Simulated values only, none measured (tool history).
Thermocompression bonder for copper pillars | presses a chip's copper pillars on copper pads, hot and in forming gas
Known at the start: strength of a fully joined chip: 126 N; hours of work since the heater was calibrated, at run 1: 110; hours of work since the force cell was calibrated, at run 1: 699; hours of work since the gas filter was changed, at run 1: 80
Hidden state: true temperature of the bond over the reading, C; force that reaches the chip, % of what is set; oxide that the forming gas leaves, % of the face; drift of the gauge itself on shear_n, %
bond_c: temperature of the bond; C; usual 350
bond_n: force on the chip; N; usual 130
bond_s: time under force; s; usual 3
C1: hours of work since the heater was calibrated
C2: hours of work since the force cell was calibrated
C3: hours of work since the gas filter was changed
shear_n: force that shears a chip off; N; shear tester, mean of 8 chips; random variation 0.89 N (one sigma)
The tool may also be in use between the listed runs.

{"run": 1, "hour": 0.0, "bond_c": 350, "bond_n": 130, "bond_s": 3, "C1": 110, "C2": 699, "C3": 80, "shear_n": 72.2}
{"run": 2, "hour": 9.1, "bond_c": 350, "bond_n": 130, "bond_s": 3, "C1": 116, "C2": 705, "C3": 87, "shear_n": 71.1}
{"run": 3, "hour": 20.1, "bond_c": 350, "bond_n": 130, "bond_s": 2, "C1": 124, "C2": 713, "C3": 94, "shear_n": 62.4}
{"run": 4, "hour": 36.5, "bond_c": 350, "bond_n": 79, "bond_s": 3, "C1": 135, "C2": 724, "C3": 106, "shear_n": 57.6}
{"run": 5, "hour": 49.1, "bond_c": 350, "bond_n": 130, "bond_s": 3, "C1": 144, "C2": 733, "C3": 114, "shear_n": 70.6}
{"run": 6, "hour": 62.0, "bond_c": 350, "bond_n": 130, "bond_s": 3, "C1": 153, "C2": 742, "C3": 123, "shear_n": 71.9}
{"run": 7, "hour": 78.2, "bond_c": 350, "bond_n": 130, "bond_s": 3, "C1": 164, "C2": 753, "C3": 135, "shear_n": 68.7}
{"run": 8, "hour": 91.9, "bond_c": 350, "bond_n": 130, "bond_s": 3, "C1": 174, "C2": 762, "C3": 144, "shear_n": 69.5}
{"run": 9, "hour": 100.5, "bond_c": 339, "bond_n": 130, "bond_s": 3, "C1": 180, "C2": 768, "C3": 150, "shear_n": 62.9}
{"run": 10, "hour": 118.0, "bond_c": 339, "bond_n": 130, "bond_s": 3, "C1": 192, "C2": 781, "C3": 162, "shear_n": 62.9}
{"run": 11, "hour": 133.3, "bond_c": 350, "bond_n": 130, "bond_s": 2, "C1": 202, "C2": 791, "C3": 173, "shear_n": 58.8}
{"run": 12, "hour": 141.2, "bond_c": 350, "bond_n": 130, "bond_s": 3, "C1": 208, "C2": 797, "C3": 178, "shear_n": 68.6}
{"run": 13, "hour": 150.0, "bond_c": 350, "bond_n": 130, "bond_s": 3, "C1": 214, "C2": 803, "C3": 184, "shear_n": 68.2}
{"run": 14, "hour": 167.2, "bond_c": 350, "bond_n": 130, "bond_s": 3, "C1": 226, "C2": 815, "C3": 196, "shear_n": 66.9}
{"run": 15, "hour": 176.3, "bond_c": 350, "bond_n": 130, "bond_s": 3, "C1": 232, "C2": 821, "C3": 203, "shear_n": 66.1}
{"run": 16, "hour": 187.4, "bond_c": 350, "bond_n": 130, "bond_s": 3, "C1": 240, "C2": 829, "C3": 210, "shear_n": 66.5}
{"hour": 188.8, "done": "forming gas filter changed"}
{"run": 17, "hour": 203.9, "bond_c": 370, "bond_n": 91, "bond_s": 3, "C1": 251, "C2": 840, "C3": 10, "shear_n": 73.6}
{"run": 18, "hour": 213.7, "bond_c": 350, "bond_n": 131, "bond_s": 3, "C1": 258, "C2": 846, "C3": 17, "shear_n": 74.0}
{"run": 19, "hour": 225.4, "bond_c": 350, "bond_n": 130, "bond_s": 8, "C1": 266, "C2": 855, "C3": 25, "shear_n": 94.0}
{"hour": 228.0, "done": "force cell calibrated"}
{"run": 20, "hour": 243.7, "bond_c": 350, "bond_n": 130, "bond_s": 8, "C1": 277, "C2": 11, "C3": 37, "shear_n": 91.8}
{"run": 21, "hour": 254.7, "bond_c": 360, "bond_n": 130, "bond_s": 8, "C1": 285, "C2": 19, "C3": 45, "shear_n": 100.9}
{"hour": 263.2, "done": "force cell calibrated, once more"}
{"run": 22, "hour": 266.1, "bond_c": 360, "bond_n": 81, "bond_s": 8, "C1": 292, "C2": 2, "C3": 52, "shear_n": 84.7}
{"run": 23, "hour": 279.7, "bond_c": 360, "bond_n": 81, "bond_s": 8, "C1": 301, "C2": 11, "C3": 61, "shear_n": 82.8}
{"run": 24, "hour": 293.4, "bond_c": 377, "bond_n": 81, "bond_s": 6, "C1": 311, "C2": 21, "C3": 70, "shear_n": 86.4}
{"run": 25, "hour": 304.2, "bond_c": 333, "bond_n": 130, "bond_s": 3, "C1": 318, "C2": 28, "C3": 78, "shear_n": 62.0}
{"run": 26, "hour": 318.1, "bond_c": 321, "bond_n": 188, "bond_s": 2, "C1": 328, "C2": 38, "C3": 87, "shear_n": 54.9}
{"run": 27, "hour": 327.1, "bond_c": 350, "bond_n": 89, "bond_s": 5, "C1": 334, "C2": 44, "C3": 94, "shear_n": 70.4}
{"run": 28, "hour": 338.8, "bond_c": 377, "bond_n": 88, "bond_s": 8, "C1": 342, "C2": 52, "C3": 102, "shear_n": 91.6}
{"run": 29, "hour": 350.0, "bond_c": 377, "bond_n": 88, "bond_s": 8, "C1": 350, "C2": 60, "C3": 110, "shear_n": 89.2}
{"run": 30, "hour": 366.4, "bond_c": 377, "bond_n": 83, "bond_s": 8, "C1": 362, "C2": 72, "C3": 121, "shear_n": 90.1}
{"run": 31, "hour": 380.8, "bond_c": 377, "bond_n": 83, "bond_s": 8, "C1": 372, "C2": 81, "C3": 131, "shear_n": 89.8}

Some steps in shear_n between neighbouring runs. How much of each would the tool show without its hidden state too (settings, what came in, random variation), and how much is left for the hidden state, with any gauge scatter that isn't in both results?
Run 16 -> 17: bond_c 350 -> 370, bond_n 130 -> 91, forming gas filter changed. shear_n +7.1 N: hidden state +7.3, all else -0.2.
Run 18 -> 19: bond_n 131 -> 130, bond_s 3 -> 8. shear_n +20.0 N: hidden state -0.7, all else +20.7.
Run 21 -> 22: bond_n 130 -> 81, force cell calibrated, once more. shear_n -16.2 N: hidden state -1.6, all else -14.6.
Run 24 -> 25: bond_c 377 -> 333, bond_n 81 -> 130, bond_s 6 -> 3. shear_n -24.4 N: hidden state +0.6, all else -25.0.
Run 27 -> 28: bond_c 350 -> 377, bond_n 89 -> 88, bond_s 5 -> 8. shear_n +21.2 N: hidden state -1.5, all else +22.7.
